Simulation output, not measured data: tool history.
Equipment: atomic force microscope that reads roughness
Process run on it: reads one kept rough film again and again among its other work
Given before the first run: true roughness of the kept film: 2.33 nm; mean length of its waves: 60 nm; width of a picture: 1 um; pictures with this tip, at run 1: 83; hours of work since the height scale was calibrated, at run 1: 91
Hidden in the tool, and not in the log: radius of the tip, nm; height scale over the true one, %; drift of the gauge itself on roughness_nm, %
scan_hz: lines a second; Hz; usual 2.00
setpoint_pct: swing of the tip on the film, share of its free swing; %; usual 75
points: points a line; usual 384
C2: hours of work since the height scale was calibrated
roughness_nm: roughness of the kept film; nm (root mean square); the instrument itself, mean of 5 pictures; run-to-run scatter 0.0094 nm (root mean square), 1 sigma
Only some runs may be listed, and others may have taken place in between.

Run 1, hour 0.0: usual settings; pictures with this tip 83; C2 91. Result: roughness_nm 2.063 nm (root mean square).
Run 2, hour 10.8: usual settings; pictures with this tip 96; C2 96. Result: roughness_nm 2.034 nm (root mean square).
Run 3, hour 21.4: usual settings; pictures with this tip 110; C2 101. Result: roughness_nm 2.055 nm (root mean square).
At hour 23.2: height scale calibrated on a step standard.
Run 4, hour 30.7: usual settings; pictures with this tip 120; C2 3. Result: roughness_nm 2.030 nm (root mean square).
Run 5, hour 41.5: usual settings; pictures with this tip 134; C2 8. Result: roughness_nm 2.038 nm (root mean square).
Run 6, hour 53.9: usual settings; pictures with this tip 150; C2 14. Result: roughness_nm 2.006 nm (root mean square).
Run 7, hour 64.9: usual settings but scan_hz 1.79 Hz, points 494; pictures with this tip 164; C2 19. Result: roughness_nm 2.016 nm (root mean square).
At hour 66.9: height scale calibrated on a step standard, once more.
Run 8, hour 77.7: usual settings but setpoint_pct 83 %, points 639; pictures with this tip 179; C2 5. Result: roughness_nm 1.926 nm (root mean square).
Run 9, hour 85.2: usual settings but scan_hz 0.78 Hz, setpoint_pct 68 %; pictures with this tip 188; C2 8. Result: roughness_nm 2.076 nm (root mean square).
At hour 88.1: new tip fitted.
Run 10, hour 98.3: usual settings but scan_hz 2.51 Hz, points 434; pictures with this tip 13; C2 14. Result: roughness_nm 2.083 nm (root mean square).

Here are 3 independent what-if runs from the current tool condition. What would each one return?
Run A, hour 110.0: usual settings but setpoint_pct 89 %; pictures with this tip 28; C2 19. Result: roughness_nm ?.
Run B, hour 110.0: usual settings but scan_hz 0.69 Hz, setpoint_pct 73 %, points 434; pictures with this tip 28; C2 19. Result: roughness_nm ?.
Run C, hour 110.0: usual settings but scan_hz 2.51 Hz, setpoint_pct 81 %, points 476; pictures with this tip 28; C2 19. Result: roughness_nm ?.

run  roughness_nm
  A         1.992
  B         2.185
  C         2.024
Stripped of hidden state, with their random variation kept, the same runs would have yielded:
run  roughness_nm
  A         2.016
  B         2.212
  C         2.049
